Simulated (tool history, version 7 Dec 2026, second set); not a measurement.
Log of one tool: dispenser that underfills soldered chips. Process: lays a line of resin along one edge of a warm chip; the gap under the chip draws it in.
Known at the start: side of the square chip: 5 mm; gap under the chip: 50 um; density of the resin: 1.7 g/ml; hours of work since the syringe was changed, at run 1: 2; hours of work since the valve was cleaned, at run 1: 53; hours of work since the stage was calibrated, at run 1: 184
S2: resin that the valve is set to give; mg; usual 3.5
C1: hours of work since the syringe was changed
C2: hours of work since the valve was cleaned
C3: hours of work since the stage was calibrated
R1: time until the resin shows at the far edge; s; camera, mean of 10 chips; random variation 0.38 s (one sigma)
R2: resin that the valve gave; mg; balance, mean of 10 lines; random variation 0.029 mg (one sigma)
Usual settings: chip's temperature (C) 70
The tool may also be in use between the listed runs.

{"run": 1, "hour": 0.0, "chip's temperature (C)": 70, "S2": 3.5, "C1": 2, "C2": 53, "C3": 184, "R1": 27.1, "R2": 3.37}
{"run": 2, "hour": 6.5, "chip's temperature (C)": 70, "S2": 3.5, "C1": 6, "C2": 58, "C3": 189, "R1": 37.7, "R2": 3.39}
{"hour": 11.6, "done": "new syringe of resin"}
{"run": 3, "hour": 11.6, "chip's temperature (C)": 70, "S2": 3.53, "C1": 0, "C2": 61, "C3": 192, "R1": 23.8, "R2": 3.45}
{"run": 4, "hour": 19.1, "chip's temperature (C)": 70, "S2": 3.22, "C1": 5, "C2": 65, "C3": 196, "R1": 34.9, "R2": 3.13}
{"run": 5, "hour": 24.0, "chip's temperature (C)": 70, "S2": 3.22, "C1": 8, "C2": 68, "C3": 199, "R1": 45.9, "R2": 3.12}
{"hour": 25.6, "done": "new syringe of resin"}
{"run": 6, "hour": 30.4, "chip's temperature (C)": 70, "S2": 3.22, "C1": 3, "C2": 72, "C3": 203, "R1": 31.4, "R2": 3.12}
{"run": 7, "hour": 35.1, "chip's temperature (C)": 70, "S2": 3.89, "C1": 6, "C2": 75, "C3": 206, "R1": 38.6, "R2": 3.74}
{"hour": 39.8, "done": "new syringe of resin"}
{"run": 8, "hour": 44.0, "chip's temperature (C)": 70, "S2": 3.89, "C1": 3, "C2": 81, "C3": 212, "R1": 28.8, "R2": 3.76}
{"run": 9, "hour": 52.3, "chip's temperature (C)": 70, "S2": 3.93, "C1": 8, "C2": 86, "C3": 217, "R1": 45.3, "R2": 3.78}
{"hour": 54.1, "done": "new syringe of resin"}
{"run": 10, "hour": 56.5, "chip's temperature (C)": 77, "S2": 3.5, "C1": 2, "C2": 88, "C3": 219, "R1": 20.8, "R2": 3.34}
{"run": 11, "hour": 65.2, "chip's temperature (C)": 70, "S2": 3.5, "C1": 7, "C2": 94, "C3": 225, "R1": 43.3, "R2": 3.35}
{"hour": 68.3, "done": "new syringe of resin"}
{"run": 12, "hour": 72.2, "chip's temperature (C)": 70, "S2": 3.5, "C1": 2, "C2": 98, "C3": 229, "R1": 29, "R2": 3.35}
{"run": 13, "hour": 79.4, "chip's temperature (C)": 70, "S2": 3.5, "C1": 7, "C2": 103, "C3": 234, "R1": 41.6, "R2": 3.34}
{"hour": 82.9, "done": "new syringe of resin"}
{"run": 14, "hour": 85.8, "chip's temperature (C)": 70, "S2": 3.5, "C1": 2, "C2": 107, "C3": 238, "R1": 27.5, "R2": 3.37}
{"run": 15, "hour": 89.7, "chip's temperature (C)": 64, "S2": 4.24, "C1": 4, "C2": 109, "C3": 240, "R1": 42, "R2": 4.03}
{"hour": 97.4, "done": "new syringe of resin"}
{"run": 16, "hour": 99.0, "chip's temperature (C)": 84, "S2": 3.36, "C1": 1, "C2": 115, "C3": 246, "R1": 16, "R2": 3.23}
{"run": 17, "hour": 107.4, "chip's temperature (C)": 84, "S2": 3.36, "C1": 6, "C2": 120, "C3": 251, "R1": 24.5, "R2": 3.21}
{"hour": 112.0, "done": "new syringe of resin"}
{"run": 18, "hour": 114.0, "chip's temperature (C)": 58, "S2": 3.61, "C1": 1, "C2": 124, "C3": 255, "R1": 41.8, "R2": 3.48}
{"run": 19, "hour": 119.2, "chip's temperature (C)": 81, "S2": 3.48, "C1": 5, "C2": 127, "C3": 258, "R1": 23.8, "R2": 3.32}
{"run": 20, "hour": 125.3, "chip's temperature (C)": 71, "S2": 3.81, "C1": 8, "C2": 131, "C3": 262, "R1": 46.4, "R2": 3.64}
{"hour": 126.0, "done": "new syringe of resin"}
{"hour": 129.8, "done": "dispensing valve cleaned and set on the balance"}
{"run": 21, "hour": 134.4, "chip's temperature (C)": 84, "S2": 3.81, "C1": 5, "C2": 3, "C3": 267, "R1": 20.9, "R2": 3.87}
{"hour": 141.0, "done": "new syringe of resin"}
{"run": 22, "hour": 141.5, "chip's temperature (C)": 80, "S2": 3.1, "C1": 0, "C2": 7, "C3": 271, "R1": 18, "R2": 3.08}
{"run": 23, "hour": 148.7, "chip's temperature (C)": 63, "S2": 3.87, "C1": 5, "C2": 12, "C3": 276, "R1": 46.4, "R2": 3.84}
{"hour": 155.4, "done": "new syringe of resin"}
{"run": 24, "hour": 156.7, "chip's temperature (C)": 83, "S2": 4.11, "C1": 1, "C2": 17, "C3": 281, "R1": 15.6, "R2": 4.1}
{"run": 25, "hour": 164.5, "chip's temperature (C)": 71, "S2": 4.42, "C1": 6, "C2": 22, "C3": 286, "R1": 36.9, "R2": 4.44}
{"hour": 169.6, "done": "new syringe of resin"}
{"run": 26, "hour": 172.9, "chip's temperature (C)": 73, "S2": 4.1, "C1": 2, "C2": 27, "C3": 291, "R1": 25.3, "R2": 4.03}
{"run": 27, "hour": 181.0, "chip's temperature (C)": 72, "S2": 3.4, "C1": 7, "C2": 32, "C3": 296, "R1": 39.5, "R2": 3.35}

The same runs without the tool's hidden state, with the same run-to-run variation:
The hidden state here: resin's viscosity, % of fresh resin's; dose that the valve gives, % of what is set; true chip temperature over the reading, C; drift of the gauge itself on fill_s, %; drift of the gauge itself on given_mg, %.
run=1 R1=23.3 R2=3.45
run=2 R1=22.9 R2=3.47
run=3 R1=23.4 R2=3.54
run=4 R1=23.1 R2=3.22
run=5 R1=23.8 R2=3.21
run=6 R1=23.7 R2=3.21
run=7 R1=22.6 R2=3.87
run=8 R1=22.6 R2=3.89
run=9 R1=22.9 R2=3.92
run=10 R1=17.5 R2=3.47
run=11 R1=23.2 R2=3.48
run=12 R1=23.4 R2=3.49
run=13 R1=23 R2=3.48
run=14 R1=23.1 R2=3.52
run=15 R1=28.8 R2=4.22
run=16 R1=14.2 R2=3.38
run=17 R1=13.8 R2=3.38
run=18 R1=35.9 R2=3.66
run=19 R1=15.7 R2=3.5
run=20 R1=22.2 R2=3.84
run=21 R1=14.2 R2=3.87
run=22 R1=16.8 R2=3.09
run=23 R1=29.7 R2=3.86
run=24 R1=14.4 R2=4.12
run=25 R1=22.5 R2=4.48
run=26 R1=20.8 R2=4.07
run=27 R1=20.8 R2=3.39

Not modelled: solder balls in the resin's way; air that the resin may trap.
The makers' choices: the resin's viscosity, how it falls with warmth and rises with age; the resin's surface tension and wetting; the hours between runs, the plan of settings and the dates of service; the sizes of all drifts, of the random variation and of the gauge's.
